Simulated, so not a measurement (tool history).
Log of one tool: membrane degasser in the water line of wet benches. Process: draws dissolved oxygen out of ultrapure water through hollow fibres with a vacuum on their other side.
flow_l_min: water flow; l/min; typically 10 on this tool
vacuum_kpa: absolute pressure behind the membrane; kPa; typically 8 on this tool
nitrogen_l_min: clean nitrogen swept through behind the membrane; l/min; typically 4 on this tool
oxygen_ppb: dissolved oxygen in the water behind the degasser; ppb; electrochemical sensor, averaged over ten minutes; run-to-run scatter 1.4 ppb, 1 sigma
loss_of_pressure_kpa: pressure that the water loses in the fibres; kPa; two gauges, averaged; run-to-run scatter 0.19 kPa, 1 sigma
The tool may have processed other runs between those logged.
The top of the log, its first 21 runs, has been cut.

| run | hour | flow_l_min | vacuum_kpa | nitrogen_l_min | oxygen_ppb | loss_of_pressure_kpa |
|---|---|---|---|---|---|---|
| 22 | 921.7 | 16 | 5.38 | 9.16 | 396.6 | 66.01 |
|  | 928.1 | vacuum gauge calibrated |
| 23 | 954.2 | 11 | 7.47 | 2.62 | 199.6 | 45.17 |
| 24 | 994.4 | 11 | 7.47 | 2.62 | 203.5 | 45.81 |
| 25 | 1030.3 | 10 | 11.09 | 4 | 167.4 | 41.25 |
| 26 | 1069.1 | 7 | 14.62 | 4 | 84.7 | 28.87 |
| 27 | 1115.9 | 9 | 5.2 | 3.6 | 97.6 | 37.23 |
| 28 | 1150.3 | 9 | 5.2 | 3.6 | 99.3 | 36.98 |
| 29 | 1209.7 | 10 | 15.11 | 4 | 187.7 | 41.08 |
| 30 | 1254.2 | 10 | 15.11 | 4 | 192.1 | 41.74 |
|  | 1281.3 | vacuum gauge calibrated, once more |
| 31 | 1294.7 | 10 | 8 | 8.09 | 134.8 | 41.56 |
| 32 | 1330.2 | 8 | 14.2 | 8.09 | 85.3 | 32.99 |

Each row is a separate what-if for the run after 32, all from the same tool condition, not one after another. Results?
| A | 1388.1 | 10 | 10.04 | 2.27 | ? | ? |
| B | 1388.1 | 7 | 10.05 | 4 | ? | ? |
| C | 1388.1 | 10 | 12.06 | 4.78 | ? | ? |

| run | oxygen_ppb | loss_of_pressure_kpa |
|---|---|---|
| A | 192 | 41.44 |
| B | 64.8 | 28.98 |
| C | 161.8 | 41.44 |
Without the tool's unlogged condition, the same runs would have read:
| run | oxygen_ppb | loss_of_pressure_kpa |
|---|---|---|
| A | 185.4 | 40.94 |
| B | 62 | 28.62 |
| C | 155.4 | 40.93 |
